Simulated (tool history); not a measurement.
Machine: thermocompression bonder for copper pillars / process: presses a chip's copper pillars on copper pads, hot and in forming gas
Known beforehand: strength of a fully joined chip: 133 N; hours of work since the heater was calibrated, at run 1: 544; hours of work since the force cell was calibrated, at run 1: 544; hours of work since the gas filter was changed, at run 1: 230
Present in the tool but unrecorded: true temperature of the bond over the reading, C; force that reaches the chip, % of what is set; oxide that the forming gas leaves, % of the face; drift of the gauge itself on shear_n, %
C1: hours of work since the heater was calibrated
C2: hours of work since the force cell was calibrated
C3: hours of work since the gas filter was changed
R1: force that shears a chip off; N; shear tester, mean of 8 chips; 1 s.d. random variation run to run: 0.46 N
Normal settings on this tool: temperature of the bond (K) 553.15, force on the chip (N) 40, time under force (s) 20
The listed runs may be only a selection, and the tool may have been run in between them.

Run 1, hour 0: usual settings; C1 544; C2 544; C3 230. Result: R1 81.7 N.
Run 2, hour 69.8: usual settings; C1 576; C2 576; C3 262. Result: R1 80.4 N.
Run 3, hour 130.7: usual settings; C1 603; C2 603; C3 290. Result: R1 79.1 N.
Run 4, hour 194.4: usual settings; C1 632; C2 632; C3 318. Result: R1 78.2 N.
At hour 265.8: forming gas filter changed.
Run 5, hour 270.5: usual settings; C1 667; C2 667; C3 2. Result: R1 87.3 N.
Run 6, hour 309.1: usual settings but time under force (s) 14; C1 684; C2 684; C3 20. Result: R1 78.2 N.
Run 7, hour 369.5: usual settings but temperature of the bond (K) 567.15, force on the chip (N) 45, time under force (s) 28; C1 711; C2 711; C3 47. Result: R1 107.4 N.
Run 8, hour 412.1: usual settings but temperature of the bond (K) 557.15; C1 731; C2 731; C3 66. Result: R1 88.1 N.
At hour 422.2: heater calibrated with a thermocouple chip.
Run 9, hour 478.2: usual settings but temperature of the bond (K) 557.15; C1 25; C2 760; C3 95. Result: R1 85.3 N.
Run 10, hour 524.5: usual settings but temperature of the bond (K) 539.15, force on the chip (N) 36, time under force (s) 54; C1 46; C2 781; C3 116. Result: R1 90.9 N.
Run 11, hour 568.6: usual settings but temperature of the bond (K) 539.15, time under force (s) 49; C1 66; C2 801; C3 136. Result: R1 94.5 N.
Run 12, hour 649.5: usual settings but temperature of the bond (K) 539.15, time under force (s) 49; C1 103; C2 837; C3 173. Result: R1 93 N.

Here are 4 independent what-if runs from the current tool condition. What would each one return?
Run A, hour 720.6: usual settings but temperature of the bond (K) 573.15; C1 135; C2 870; C3 205. Result: R1 ?.
Run B, hour 720.6: usual settings but temperature of the bond (K) 538.15, force on the chip (N) 44, time under force (s) 38; C1 135; C2 870; C3 205. Result: R1 ?.
Run C, hour 720.6: usual settings but temperature of the bond (K) 572.15, time under force (s) 14; C1 135; C2 870; C3 205. Result: R1 ?.
Run D, hour 720.6: usual settings but temperature of the bond (K) 539.15, force on the chip (N) 38, time under force (s) 17; C1 135; C2 870; C3 205. Result: R1 ?.

run    R1
  A  90.9
  B  90.5
  C  82.4
  D    65
With the hidden condition removed and each run's random variation left untouched, the same runs would have given:
run    R1
  A  99.1
  B  99.5
  C  90.1
  D  72.2

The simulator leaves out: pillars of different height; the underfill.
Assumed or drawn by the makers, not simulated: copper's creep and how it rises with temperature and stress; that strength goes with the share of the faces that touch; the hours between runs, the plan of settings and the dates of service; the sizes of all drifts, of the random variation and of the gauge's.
